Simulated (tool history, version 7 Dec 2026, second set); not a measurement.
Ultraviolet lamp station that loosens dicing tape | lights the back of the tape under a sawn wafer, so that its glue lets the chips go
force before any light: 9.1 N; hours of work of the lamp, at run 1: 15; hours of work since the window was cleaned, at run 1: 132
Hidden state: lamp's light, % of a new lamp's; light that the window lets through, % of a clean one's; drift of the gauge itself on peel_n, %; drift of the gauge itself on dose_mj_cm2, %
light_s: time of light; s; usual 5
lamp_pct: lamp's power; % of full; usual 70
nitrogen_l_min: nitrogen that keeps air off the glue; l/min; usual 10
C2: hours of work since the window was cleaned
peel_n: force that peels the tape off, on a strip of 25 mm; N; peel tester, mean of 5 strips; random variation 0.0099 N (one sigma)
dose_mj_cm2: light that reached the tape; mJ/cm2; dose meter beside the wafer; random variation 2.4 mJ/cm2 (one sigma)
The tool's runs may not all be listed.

run 1 hour=0.0 | light_s=5 lamp_pct=70 nitrogen_l_min=10 | hours_of_work_of_the_lamp=15 C2=132 | peel_n=0.459 dose_mj_cm2=265
run 2 hour=8.9 | light_s=5 lamp_pct=70 nitrogen_l_min=10 | hours_of_work_of_the_lamp=20 C2=137 | peel_n=0.443 dose_mj_cm2=261
run 3 hour=24.9 | light_s=5 lamp_pct=70 nitrogen_l_min=10 | hours_of_work_of_the_lamp=30 C2=147 | peel_n=0.454 dose_mj_cm2=262
run 4 hour=40.8 | light_s=7 lamp_pct=70 nitrogen_l_min=10 | hours_of_work_of_the_lamp=40 C2=157 | peel_n=0.251 dose_mj_cm2=365
run 5 hour=56.3 | light_s=7 lamp_pct=70 nitrogen_l_min=3 | hours_of_work_of_the_lamp=50 C2=167 | peel_n=0.700 dose_mj_cm2=356
run 6 hour=67.9 | light_s=5 lamp_pct=67 nitrogen_l_min=10 | hours_of_work_of_the_lamp=57 C2=174 | peel_n=0.514 dose_mj_cm2=250
run 7 hour=83.7 | light_s=5 lamp_pct=67 nitrogen_l_min=10 | hours_of_work_of_the_lamp=67 C2=184 | peel_n=0.499 dose_mj_cm2=247
run 8 hour=96.2 | light_s=5 lamp_pct=67 nitrogen_l_min=10 | hours_of_work_of_the_lamp=74 C2=191 | peel_n=0.509 dose_mj_cm2=244
run 9 hour=112.0 | light_s=5 lamp_pct=67 nitrogen_l_min=3 | hours_of_work_of_the_lamp=84 C2=201 | peel_n=1.492 dose_mj_cm2=243
-- hour=114.0 window cleaned of glue's vapour
run 10 hour=132.6 | light_s=9 lamp_pct=70 nitrogen_l_min=18 | hours_of_work_of_the_lamp=96 C2=11 | peel_n=0.174 dose_mj_cm2=462
run 11 hour=152.4 | light_s=9 lamp_pct=70 nitrogen_l_min=18 | hours_of_work_of_the_lamp=109 C2=24 | peel_n=0.171 dose_mj_cm2=456
run 12 hour=165.5 | light_s=3 lamp_pct=94 nitrogen_l_min=10 | hours_of_work_of_the_lamp=117 C2=32 | peel_n=0.781 dose_mj_cm2=202
-- hour=167.8 window cleaned of glue's vapour, once more
run 13 hour=183.1 | light_s=5 lamp_pct=96 nitrogen_l_min=6 | hours_of_work_of_the_lamp=127 C2=9 | peel_n=0.384 dose_mj_cm2=345
run 14 hour=191.9 | light_s=5 lamp_pct=85 nitrogen_l_min=19 | hours_of_work_of_the_lamp=133 C2=15 | peel_n=0.208 dose_mj_cm2=312
run 15 hour=209.5 | light_s=4 lamp_pct=70 nitrogen_l_min=19 | hours_of_work_of_the_lamp=143 C2=26 | peel_n=0.470 dose_mj_cm2=200
run 16 hour=222.2 | light_s=6 lamp_pct=70 nitrogen_l_min=5 | hours_of_work_of_the_lamp=151 C2=33 | peel_n=0.628 dose_mj_cm2=304
run 17 hour=236.6 | light_s=5 lamp_pct=75 nitrogen_l_min=10 | hours_of_work_of_the_lamp=160 C2=42 | peel_n=0.419 dose_mj_cm2=270
run 18 hour=251.9 | light_s=5 lamp_pct=75 nitrogen_l_min=10 | hours_of_work_of_the_lamp=170 C2=52 | peel_n=0.405 dose_mj_cm2=269

How the hidden state differs across the entries between the runs, from the last listed run before each to the first after it:
Between runs 9 and 10: window cleaned of glue's vapour (hour 114.0)
  lamp's light, % of a new lamp's: 97.9 -> 97.6; light that the window lets through, % of a clean one's: 97.6 -> 97.2
  measured less the result without the state, peel_n: +0.113 -> +0.002 N; dose_mj_cm2: -11 -> -25 mJ/cm2
Between runs 12 and 13: window cleaned of glue's vapour, once more (hour 167.8)
  lamp's light, % of a new lamp's: 97.2 -> 96.9; light that the window lets through, % of a clean one's: 97 -> 98.8
  measured less the result without the state, peel_n: +0.092 -> +0.033 N; dose_mj_cm2: -12 -> -15 mJ/cm2
